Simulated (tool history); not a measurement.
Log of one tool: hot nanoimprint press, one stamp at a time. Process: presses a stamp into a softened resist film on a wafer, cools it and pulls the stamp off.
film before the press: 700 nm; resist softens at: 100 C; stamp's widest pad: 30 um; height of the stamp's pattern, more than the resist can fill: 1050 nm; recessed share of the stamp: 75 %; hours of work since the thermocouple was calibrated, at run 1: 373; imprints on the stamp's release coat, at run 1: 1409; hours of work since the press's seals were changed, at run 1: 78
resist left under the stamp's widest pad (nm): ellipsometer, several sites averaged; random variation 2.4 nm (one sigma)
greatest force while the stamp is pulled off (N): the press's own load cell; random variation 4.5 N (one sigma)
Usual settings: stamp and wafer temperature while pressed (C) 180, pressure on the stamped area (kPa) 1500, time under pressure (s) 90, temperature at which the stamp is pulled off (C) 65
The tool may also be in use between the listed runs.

run,day,stamp and wafer temperature while pressed (C),pressure on the stamped area (kPa),time under pressure (s),temperature at which the stamp is pulled off (C),hours of work since the thermocouple was calibrated,imprints on the stamp's release coat,hours of work since the press's seals were changed,resist left under the stamp's widest pad (nm),greatest force while the stamp is pulled off (N)
1,0.000,180,1500,90,65,373,1409,78,406.1,213
2,0.962,180,1500,90,65,385,1474,90,405.6,219
3,2.342,180,1500,90,65,402,1567,107,404.3,228
# day 2.954: stamp cleaned and given a new release coat
4,3.396,169,1500,90,65,412,30,117,538.0,219
5,4.542,180,1500,90,65,426,107,131,405.6,230
# day 5.642: plate thermocouple calibrated
6,5.800,180,1500,90,65,2,184,145,403.0,223
7,7.083,180,1500,90,65,18,270,161,409.8,219
8,8.758,180,1500,90,65,38,383,182,406.2,225
9,10.346,180,1500,102,65,58,490,201,394.8,224
10,11.733,180,1500,102,65,75,584,219,395.3,233
11,12.804,180,1500,102,65,89,656,232,389.6,218
12,14.021,180,1500,102,65,104,738,247,393.6,212
13,15.638,180,1500,90,65,123,847,267,405.8,226
14,17.075,172,1500,161,57,141,944,285,440.3,234
15,18.267,191,1410,117,57,156,1025,299,277.6,235
16,19.488,191,1410,117,57,171,1107,314,278.8,238
17,20.992,179,1410,117,71,190,1208,333,405.9,218
18,22.200,192,1710,58,59,205,1290,348,321.2,229
19,23.246,174,1500,51,65,218,1360,361,554.9,220

Run 20 comes next. What will it give?
# day 23.746: gauge calibrated
20,24.896,174,1500,51,65,238,1472,381,?,?

Run 20 gave resist left under the stamp's widest pad (nm) 539.5, greatest force while the stamp is pulled off (N) 225.
Without the tool's hidden state the same run would have given resist left under the stamp's widest pad (nm) 538.9, greatest force while the stamp is pulled off (N) 223.
